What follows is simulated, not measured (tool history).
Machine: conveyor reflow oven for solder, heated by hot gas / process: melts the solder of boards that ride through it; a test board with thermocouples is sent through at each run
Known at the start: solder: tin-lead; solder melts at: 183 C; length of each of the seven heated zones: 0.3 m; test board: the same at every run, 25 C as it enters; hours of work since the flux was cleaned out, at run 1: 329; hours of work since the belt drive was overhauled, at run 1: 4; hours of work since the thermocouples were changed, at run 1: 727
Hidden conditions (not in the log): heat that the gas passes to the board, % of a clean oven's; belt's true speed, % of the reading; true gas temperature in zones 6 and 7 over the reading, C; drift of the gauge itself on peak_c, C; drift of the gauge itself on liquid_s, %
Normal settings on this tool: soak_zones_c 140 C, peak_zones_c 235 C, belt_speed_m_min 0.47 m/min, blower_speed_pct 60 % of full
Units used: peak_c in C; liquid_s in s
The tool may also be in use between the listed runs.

run   hour  soak_zones_c  peak_zones_c  belt_speed_m_min  blower_speed_pct  hours of work since the flux was cleaned out  hours of work since the belt drive was overhauled  hours of work since the thermocouples were changed  peak_c  liquid_s
  1      0           140           235              0.47                60                                           329                                                  4                                                 727   209.7      49.4
  2   35.1           140           235              0.47                60                                           351                                                 26                                                 749   209.3      48.9
      81.8  -- flux residue cleaned out of gas plates and filters
  3   81.8           140           235              0.47                55                                             0                                                 52                                                 775   211.2      50.6
     109.2  -- thermocouples of zones 6 and 7 changed
  4  116.4           140           235              0.47                55                                            20                                                 72                                                   4   210.1      49.3
  5  159.2           140           235              0.47                60                                            47                                                 99                                                  31   212.1      52.2
  6  188.5           140           235              0.47                60                                            65                                                117                                                  49   211.7      52.1
  7  209.5           140           235              0.47                60                                            78                                                130                                                  63   211.7      52.2
  8  241.6           140           235              0.47                60                                            98                                                150                                                  83   211.4      51.9
  9  282.1           140           235             0.532                60                                           124                                                176                                                 108   206.1      39.4
 10  321.5           140           235             0.532                60                                           148                                                200                                                 132   206.1      39.6
 11  344.7           140           235             0.532                60                                           163                                                215                                                 147   206.2      39.5
 12  383.9           140           235             0.532                60                                           187                                                239                                                 171   205.8      39.1
 13  408.1           140           235             0.532                60                                           202                                                254                                                 186   205.5      39.3
 14  446.6           130           234             0.442                60                                           226                                                278                                                 210   210.4      49.9
 15  466.2           132           228             0.402                60                                           238                                                290                                                 223   208.9      55.4
 16  487.4           140           247             0.435                89                                           252                                                304                                                 236   232.4      73.9
 17  518.7           126           232             0.494                51                                           271                                                323                                                 255   197.1      27.4

Predict the results of run 18:
 18  545.4           129           235             0.519                56                                           288                                                340                                                 272       ?         ?

peak_c: 200.5 C
liquid_s: 31.4 s
The same run, on a tool lacking any hidden state, would have yielded peak_c 202.7 C, liquid_s 34.2 s.
